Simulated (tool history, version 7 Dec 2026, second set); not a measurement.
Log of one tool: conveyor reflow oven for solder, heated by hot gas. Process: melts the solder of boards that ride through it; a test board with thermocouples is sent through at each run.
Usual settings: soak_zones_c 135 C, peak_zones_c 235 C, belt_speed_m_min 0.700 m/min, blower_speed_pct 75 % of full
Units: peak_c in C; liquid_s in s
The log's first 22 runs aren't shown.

run    hour  soak_zones_c  peak_zones_c  belt_speed_m_min  blower_speed_pct  peak_c  liquid_s
 23  1605.9           147           230             0.796                71   213.5      34.1
     1695.1  -- flux residue cleaned out of gas plates and filters
 24  1705.4           135           235             0.825                66   212.5      29.3
 25  1790.5           121           227             0.825                67   203.4      21.3
 26  1862.6           121           227             0.825                67   203.0      21.2
 27  1964.9           121           227             0.616                68   214.4      39.0
     1992.7  -- flux residue cleaned out of gas plates and filters
 28  2045.5           135           235             0.574                63   224.6      51.9
     2127.6  -- thermocouples of zones 6 and 7 changed
 29  2138.4           135           235             0.574                63   221.6      50.3
 30  2204.2           135           235             0.574                63   222.4      50.4

4 ways to go on from here, each from the tool as it stands after run 30. What would each give?
     2291.8  -- flux residue cleaned out of gas plates and filters
  A  2306.3           126           235             0.629                63       ?         ?
     2291.8  -- flux residue cleaned out of gas plates and filters
  B  2306.3           135           225             0.574                54       ?         ?
     2291.8  -- flux residue cleaned out of gas plates and filters
  C  2306.3           132           242             0.777                75       ?         ?
     2291.8  -- flux residue cleaned out of gas plates and filters
  D  2306.3           135           235             0.574                80       ?         ?

run  peak_c  liquid_s
  A   218.6      41.4
  B   211.4      43.3
  C   222.1      35.8
  D   225.3      52.6
Without the tool's hidden state the same runs would have given:
run  peak_c  liquid_s
  A   218.4      40.5
  B   211.3      42.4
  C   221.9      35.1
  D   225.3      51.7
